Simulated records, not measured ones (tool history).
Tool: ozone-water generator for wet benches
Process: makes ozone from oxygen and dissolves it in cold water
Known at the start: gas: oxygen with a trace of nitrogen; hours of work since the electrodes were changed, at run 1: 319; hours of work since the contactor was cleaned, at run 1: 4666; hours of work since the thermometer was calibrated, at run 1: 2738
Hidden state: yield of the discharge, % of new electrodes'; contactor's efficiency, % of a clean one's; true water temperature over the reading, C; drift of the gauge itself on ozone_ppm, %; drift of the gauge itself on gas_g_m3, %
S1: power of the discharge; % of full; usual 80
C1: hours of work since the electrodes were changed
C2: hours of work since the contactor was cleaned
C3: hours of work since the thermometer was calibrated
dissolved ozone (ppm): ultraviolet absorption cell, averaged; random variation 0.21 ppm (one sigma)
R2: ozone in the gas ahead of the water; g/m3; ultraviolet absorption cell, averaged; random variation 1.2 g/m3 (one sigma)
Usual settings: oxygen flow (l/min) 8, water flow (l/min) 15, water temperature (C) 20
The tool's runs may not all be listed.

{"run": 1, "day": 0.0, "S1": 80, "oxygen flow (l/min)": 8, "water flow (l/min)": 15, "water temperature (C)": 20, "C1": 319, "C2": 4666, "C3": 2738, "dissolved ozone (ppm)": 30.1, "R2": 225.1}
{"run": 2, "day": 1.004, "S1": 80, "oxygen flow (l/min)": 8, "water flow (l/min)": 15, "water temperature (C)": 20, "C1": 338, "C2": 4685, "C3": 2757, "dissolved ozone (ppm)": 29.8, "R2": 223.6}
{"run": 3, "day": 2.438, "S1": 41, "oxygen flow (l/min)": 8, "water flow (l/min)": 15, "water temperature (C)": 20, "C1": 365, "C2": 4712, "C3": 2784, "dissolved ozone (ppm)": 18.5, "R2": 138.1}
{"run": 4, "day": 3.912, "S1": 41, "oxygen flow (l/min)": 8, "water flow (l/min)": 15, "water temperature (C)": 20, "C1": 392, "C2": 4740, "C3": 2812, "dissolved ozone (ppm)": 18.6, "R2": 136.4}
{"run": 5, "day": 5.429, "S1": 41, "oxygen flow (l/min)": 8, "water flow (l/min)": 15, "water temperature (C)": 20, "C1": 421, "C2": 4768, "C3": 2840, "dissolved ozone (ppm)": 18.3, "R2": 135.8}
{"run": 6, "day": 6.446, "S1": 41, "oxygen flow (l/min)": 8, "water flow (l/min)": 15, "water temperature (C)": 20, "C1": 440, "C2": 4787, "C3": 2860, "dissolved ozone (ppm)": 18.5, "R2": 136.2}
{"run": 7, "day": 7.358, "S1": 41, "oxygen flow (l/min)": 8, "water flow (l/min)": 15, "water temperature (C)": 20, "C1": 457, "C2": 4804, "C3": 2877, "dissolved ozone (ppm)": 18.5, "R2": 138.3}
{"run": 8, "day": 8.404, "S1": 80, "oxygen flow (l/min)": 8, "water flow (l/min)": 15, "water temperature (C)": 20, "C1": 477, "C2": 4824, "C3": 2896, "dissolved ozone (ppm)": 29.9, "R2": 223.8}
{"run": 9, "day": 9.425, "S1": 80, "oxygen flow (l/min)": 8, "water flow (l/min)": 15, "water temperature (C)": 20, "C1": 496, "C2": 4843, "C3": 2916, "dissolved ozone (ppm)": 30, "R2": 222.7}
{"run": 10, "day": 10.204, "S1": 80, "oxygen flow (l/min)": 8, "water flow (l/min)": 15, "water temperature (C)": 20, "C1": 511, "C2": 4858, "C3": 2930, "dissolved ozone (ppm)": 30.2, "R2": 221.2}
{"run": 11, "day": 11.171, "S1": 80, "oxygen flow (l/min)": 8, "water flow (l/min)": 15, "water temperature (C)": 20, "C1": 529, "C2": 4876, "C3": 2949, "dissolved ozone (ppm)": 30, "R2": 221.6}
{"run": 12, "day": 12.362, "S1": 80, "oxygen flow (l/min)": 8, "water flow (l/min)": 15, "water temperature (C)": 20, "C1": 552, "C2": 4899, "C3": 2971, "dissolved ozone (ppm)": 30.2, "R2": 221.8}
{"run": 13, "day": 13.683, "S1": 80, "oxygen flow (l/min)": 8, "water flow (l/min)": 15, "water temperature (C)": 20, "C1": 576, "C2": 4924, "C3": 2996, "dissolved ozone (ppm)": 30.1, "R2": 222.6}
{"run": 14, "day": 15.05, "S1": 80, "oxygen flow (l/min)": 8, "water flow (l/min)": 15, "water temperature (C)": 20, "C1": 602, "C2": 4949, "C3": 3022, "dissolved ozone (ppm)": 29.8, "R2": 223.1}
{"run": 15, "day": 15.704, "S1": 80, "oxygen flow (l/min)": 8, "water flow (l/min)": 15, "water temperature (C)": 20, "C1": 615, "C2": 4962, "C3": 3034, "dissolved ozone (ppm)": 30, "R2": 218.7}
{"run": 16, "day": 16.746, "S1": 80, "oxygen flow (l/min)": 8, "water flow (l/min)": 15, "water temperature (C)": 27, "C1": 634, "C2": 4981, "C3": 3054, "dissolved ozone (ppm)": 25.7, "R2": 221}
{"run": 17, "day": 17.842, "S1": 80, "oxygen flow (l/min)": 7.27, "water flow (l/min)": 15, "water temperature (C)": 13, "C1": 655, "C2": 5002, "C3": 3074, "dissolved ozone (ppm)": 34.5, "R2": 231.5}
{"run": 18, "day": 18.496, "S1": 53, "oxygen flow (l/min)": 5.63, "water flow (l/min)": 13, "water temperature (C)": 19, "C1": 667, "C2": 5014, "C3": 3087, "dissolved ozone (ppm)": 25.6, "R2": 192.2}
{"run": 19, "day": 19.975, "S1": 48, "oxygen flow (l/min)": 13.72, "water flow (l/min)": 12, "water temperature (C)": 20, "C1": 695, "C2": 5042, "C3": 3114, "dissolved ozone (ppm)": 21.2, "R2": 117.5}
{"run": 20, "day": 21.383, "S1": 80, "oxygen flow (l/min)": 6.75, "water flow (l/min)": 10, "water temperature (C)": 20, "C1": 721, "C2": 5069, "C3": 3141, "dissolved ozone (ppm)": 39.2, "R2": 238.7}
{"run": 21, "day": 22.754, "S1": 89, "oxygen flow (l/min)": 6.57, "water flow (l/min)": 15, "water temperature (C)": 20, "C1": 747, "C2": 5094, "C3": 3167, "dissolved ozone (ppm)": 32.5, "R2": 261.5}
{"run": 22, "day": 23.796, "S1": 89, "oxygen flow (l/min)": 6.07, "water flow (l/min)": 15, "water temperature (C)": 19, "C1": 767, "C2": 5114, "C3": 3186, "dissolved ozone (ppm)": 33.5, "R2": 269.6}
{"run": 23, "day": 25.033, "S1": 89, "oxygen flow (l/min)": 6.07, "water flow (l/min)": 15, "water temperature (C)": 19, "C1": 790, "C2": 5137, "C3": 3210, "dissolved ozone (ppm)": 33.4, "R2": 273.2}

Forecast run 24:
{"run": 24, "day": 26.404, "S1": 89, "oxygen flow (l/min)": 6.07, "water flow (l/min)": 15, "water temperature (C)": 19, "C1": 816, "C2": 5163, "C3": 3235, "dissolved ozone (ppm)": "?", "R2": "?"}

Run 24 gave dissolved ozone (ppm) 33.5, R2 269.4 g/m3.
Without the tool's hidden state the same run would have given dissolved ozone (ppm) 33.5, R2 275.1 g/m3.
